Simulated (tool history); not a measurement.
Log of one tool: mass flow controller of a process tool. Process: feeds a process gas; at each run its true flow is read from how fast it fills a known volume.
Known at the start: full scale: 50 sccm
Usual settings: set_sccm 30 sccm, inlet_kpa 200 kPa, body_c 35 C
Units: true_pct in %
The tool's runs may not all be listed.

{"run": 1, "hour": 0.0, "set_sccm": 30, "inlet_kpa": 200, "body_c": 35, "true_pct": 100.39}
{"run": 2, "hour": 167.6, "set_sccm": 30, "inlet_kpa": 200, "body_c": 35, "true_pct": 100.36}
{"run": 3, "hour": 292.2, "set_sccm": 30, "inlet_kpa": 200, "body_c": 35, "true_pct": 100.35}
{"run": 4, "hour": 388.0, "set_sccm": 30, "inlet_kpa": 200, "body_c": 35, "true_pct": 100.32}
{"run": 5, "hour": 492.2, "set_sccm": 30, "inlet_kpa": 200, "body_c": 35, "true_pct": 100.38}
{"run": 6, "hour": 565.9, "set_sccm": 30, "inlet_kpa": 200, "body_c": 35, "true_pct": 100.44}
{"run": 7, "hour": 640.5, "set_sccm": 30, "inlet_kpa": 200, "body_c": 35, "true_pct": 99.64}
{"run": 8, "hour": 770.2, "set_sccm": 30, "inlet_kpa": 200, "body_c": 38, "true_pct": 99.68}
{"run": 9, "hour": 892.9, "set_sccm": 5, "inlet_kpa": 147, "body_c": 38, "true_pct": 100.51}
{"run": 10, "hour": 1061.4, "set_sccm": 30, "inlet_kpa": 200, "body_c": 21, "true_pct": 101.9}
{"run": 11, "hour": 1201.9, "set_sccm": 30, "inlet_kpa": 258, "body_c": 21, "true_pct": 102.36}
{"run": 12, "hour": 1294.6, "set_sccm": 22, "inlet_kpa": 221, "body_c": 21, "true_pct": 101.87}
{"run": 13, "hour": 1452.8, "set_sccm": 7, "inlet_kpa": 161, "body_c": 31, "true_pct": 100.71}
{"run": 14, "hour": 1612.8, "set_sccm": 9, "inlet_kpa": 173, "body_c": 35, "true_pct": 100.75}
{"run": 15, "hour": 1732.7, "set_sccm": 33, "inlet_kpa": 241, "body_c": 35, "true_pct": 101.78}
{"run": 16, "hour": 1882.3, "set_sccm": 8, "inlet_kpa": 241, "body_c": 35, "true_pct": 100.97}

Not shown: 2 entries that the log had between the listed runs. Between which runs, and how does the tool's hidden state differ before and after?
Between runs 6 and 7: controller's zero set anew (hour 580.1)
  flow at rest that the sensor doesn't see, % of full scale: -0.619 -> -1.031; true flow over the shown one, %: 1.87 -> 1.89
  measured less the result without the state, true_pct: +0.84 -> +0.17 %
Between runs 8 and 9: controller's zero set anew, once more (hour 832.0)
  flow at rest that the sensor doesn't see, % of full scale: -1.046 -> -0.045; true flow over the shown one, %: 1.92 -> 1.96
  measured less the result without the state, true_pct: +0.17 -> +1.51 %
